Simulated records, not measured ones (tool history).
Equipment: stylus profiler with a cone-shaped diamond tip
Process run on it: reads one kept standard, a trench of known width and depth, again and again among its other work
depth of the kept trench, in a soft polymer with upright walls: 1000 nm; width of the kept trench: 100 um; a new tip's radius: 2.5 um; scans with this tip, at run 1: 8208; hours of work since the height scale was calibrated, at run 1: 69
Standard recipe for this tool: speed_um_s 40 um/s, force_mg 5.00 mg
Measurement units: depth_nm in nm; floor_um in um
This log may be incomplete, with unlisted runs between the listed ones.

| run | hour | speed_um_s | force_mg | scans with this tip | hours of work since the height scale was calibrated | depth_nm | floor_um |
|---|---|---|---|---|---|---|---|
| 1 | 0.0 | 40 | 5.00 | 8208 | 69 | 1023.53 | 93.24 |
| 2 | 35.1 | 40 | 5.00 | 8409 | 96 | 1024.01 | 93.16 |
| 3 | 54.4 | 40 | 7.77 | 8521 | 111 | 1031.17 | 93.21 |
|  | 81.3 | new tip fitted, height scale calibrated |
| 4 | 83.8 | 144 | 7.77 | 14 | 2 | 1031.01 | 95.86 |
| 5 | 111.3 | 144 | 7.77 | 172 | 23 | 1031.26 | 95.79 |
| 6 | 134.2 | 109 | 7.77 | 304 | 41 | 1030.76 | 95.79 |
| 7 | 159.6 | 109 | 7.77 | 450 | 60 | 1031.24 | 95.74 |
| 8 | 176.6 | 109 | 7.77 | 548 | 73 | 1031.29 | 95.64 |
| 9 | 207.2 | 40 | 5.00 | 724 | 97 | 1023.62 | 95.64 |
| 10 | 240.8 | 48 | 5.00 | 917 | 123 | 1023.28 | 95.55 |
| 11 | 274.7 | 48 | 5.00 | 1112 | 149 | 1022.92 | 95.48 |
| 12 | 292.9 | 48 | 5.00 | 1216 | 163 | 1023.14 | 95.49 |
| 13 | 311.2 | 28 | 5.00 | 1322 | 177 | 1022.91 | 95.45 |
| 14 | 349.8 | 28 | 5.00 | 1544 | 207 | 1023.34 | 95.35 |
| 15 | 377.7 | 28 | 5.00 | 1704 | 228 | 1023.39 | 95.31 |
| 16 | 410.0 | 28 | 5.96 | 1890 | 253 | 1026.57 | 95.21 |
| 17 | 450.9 | 28 | 5.96 | 2125 | 285 | 1026.48 | 95.14 |
| 18 | 473.6 | 28 | 5.96 | 2255 | 302 | 1026.60 | 95.09 |
| 19 | 504.4 | 40 | 6.28 | 2433 | 326 | 1027.23 | 94.99 |
| 20 | 537.4 | 40 | 6.28 | 2622 | 351 | 1027.26 | 94.92 |
| 21 | 559.8 | 40 | 6.28 | 2751 | 369 | 1027.47 | 94.90 |
| 22 | 597.2 | 40 | 6.28 | 2966 | 397 | 1027.88 | 94.77 |
| 23 | 614.5 | 141 | 5.00 | 3066 | 411 | 1023.28 | 94.58 |
| 24 | 654.6 | 141 | 5.00 | 3296 | 442 | 1023.26 | 94.50 |
| 25 | 691.8 | 141 | 5.00 | 3510 | 470 | 1023.93 | 94.47 |
| 26 | 718.5 | 141 | 5.00 | 3663 | 491 | 1023.89 | 94.41 |
| 27 | 752.0 | 52 | 5.92 | 3856 | 517 | 1026.42 | 94.46 |
| 28 | 777.1 | 10 | 5.00 | 4000 | 536 | 1023.30 | 94.50 |
| 29 | 804.1 | 22 | 5.00 | 4155 | 557 | 1024.19 | 94.47 |
| 30 | 829.0 | 22 | 5.00 | 4299 | 576 | 1023.89 | 94.43 |
| 31 | 855.8 | 35 | 7.44 | 4453 | 597 | 1031.09 | 94.39 |
| 32 | 873.2 | 75 | 7.44 | 4553 | 610 | 1031.10 | 94.23 |
| 33 | 899.5 | 75 | 7.44 | 4704 | 630 | 1030.77 | 94.19 |
| 34 | 922.0 | 159 | 14.00 | 4833 | 648 | 1047.18 | 94.09 |
| 35 | 943.4 | 63 | 7.90 | 4957 | 664 | 1032.06 | 94.17 |
| 36 | 969.5 | 90 | 2.16 | 5107 | 684 | 1014.22 | 93.89 |
| 37 | 1011.5 | 40 | 2.52 | 5348 | 717 | 1015.67 | 94.00 |
| 38 | 1037.1 | 14 | 3.66 | 5495 | 736 | 1019.37 | 94.05 |
| 39 | 1059.0 | 14 | 3.66 | 5621 | 753 | 1019.88 | 94.02 |
| 40 | 1097.9 | 59 | 3.89 | 5845 | 783 | 1020.48 | 93.87 |
| 41 | 1119.7 | 59 | 3.89 | 5970 | 800 | 1020.40 | 93.84 |
| 42 | 1155.0 | 44 | 11.92 | 6173 | 827 | 1042.41 | 93.82 |
| 43 | 1180.8 | 44 | 11.92 | 6321 | 847 | 1042.38 | 93.76 |
| 44 | 1223.0 | 44 | 11.92 | 6564 | 880 | 1042.59 | 93.69 |
| 45 | 1249.9 | 44 | 11.92 | 6719 | 900 | 1042.89 | 93.66 |
| 46 | 1289.6 | 44 | 11.92 | 6947 | 931 | 1042.50 | 93.64 |
| 47 | 1314.3 | 44 | 11.92 | 7089 | 950 | 1042.82 | 93.59 |

For each entry between runs, how does the tool's hidden state at the last listed run before it compare with that at the first listed run after it?
In the gap between runs 3 and 4: new tip fitted, height scale calibrated (hour 81.3)
  radius of the tip, um: 6.25 -> 2.45; height scale over the true one, %: 0.043 -> -0.026
  measured result minus the result with no hidden state, depth_nm: +0.44 -> -0.26 nm; floor_um: -2.78 -> +0.05 um
